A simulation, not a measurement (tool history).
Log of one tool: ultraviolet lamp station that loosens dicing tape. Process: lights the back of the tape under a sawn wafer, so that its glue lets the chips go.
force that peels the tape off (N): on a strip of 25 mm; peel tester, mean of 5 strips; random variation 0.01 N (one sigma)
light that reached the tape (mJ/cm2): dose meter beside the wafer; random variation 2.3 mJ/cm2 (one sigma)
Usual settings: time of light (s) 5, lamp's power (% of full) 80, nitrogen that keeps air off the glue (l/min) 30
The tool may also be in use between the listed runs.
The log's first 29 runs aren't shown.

| run | hour | time of light (s) | lamp's power (% of full) | nitrogen that keeps air off the glue (l/min) | hours of work of the lamp | hours of work since the window was cleaned | force that peels the tape off (N) | light that reached the tape (mJ/cm2) |
|---|---|---|---|---|---|---|---|---|
| 30 | 699.9 | 3 | 96 | 11 | 660 | 241 | 2.373 | 131 |
| 31 | 734.7 | 4 | 96 | 11 | 682 | 262 | 1.681 | 173 |
| 32 | 749.8 | 3 | 79 | 37 | 691 | 272 | 1.692 | 106 |
|  | 765.5 | window cleaned of glue's vapour |
| 33 | 782.1 | 4 | 66 | 38 | 711 | 10 | 1.198 | 130 |
| 34 | 808.1 | 5 | 71 | 14 | 728 | 27 | 1.333 | 178 |
| 35 | 828.1 | 5 | 71 | 14 | 740 | 39 | 1.400 | 174 |
| 36 | 844.4 | 3 | 80 | 14 | 750 | 49 | 2.466 | 119 |
| 37 | 863.9 | 6 | 74 | 29 | 762 | 61 | 0.529 | 218 |
| 38 | 881.2 | 6 | 71 | 23 | 773 | 72 | 0.685 | 207 |
| 39 | 916.2 | 3 | 80 | 30 | 795 | 94 | 1.696 | 114 |
| 40 | 933.6 | 3 | 80 | 30 | 806 | 105 | 1.638 | 113 |

Forecast each of these 5 alternatives for the next run:
| A | 958.4 | 3 | 95 | 34 | 821 | 120 | ? | ? |
| B | 958.4 | 6 | 89 | 23 | 821 | 120 | ? | ? |
| C | 958.4 | 2 | 100 | 58 | 821 | 120 | ? | ? |
| D | 958.4 | 5 | 80 | 11 | 821 | 120 | ? | ? |
| E | 958.4 | 5 | 83 | 30 | 821 | 120 | ? | ? |

| run | force that peels the tape off (N) | light that reached the tape (mJ/cm2) |
|---|---|---|
| A | 1.239 | 135 |
| B | 0.467 | 246 |
| C | 1.678 | 92 |
| D | 1.473 | 188 |
| E | 0.635 | 194 |
Without the tool's hidden state the same runs would have given:
| run | force that peels the tape off (N) | light that reached the tape (mJ/cm2) |
|---|---|---|
| A | 0.853 | 163 |
| B | 0.314 | 300 |
| C | 1.207 | 112 |
| D | 1.037 | 228 |
| E | 0.416 | 235 |

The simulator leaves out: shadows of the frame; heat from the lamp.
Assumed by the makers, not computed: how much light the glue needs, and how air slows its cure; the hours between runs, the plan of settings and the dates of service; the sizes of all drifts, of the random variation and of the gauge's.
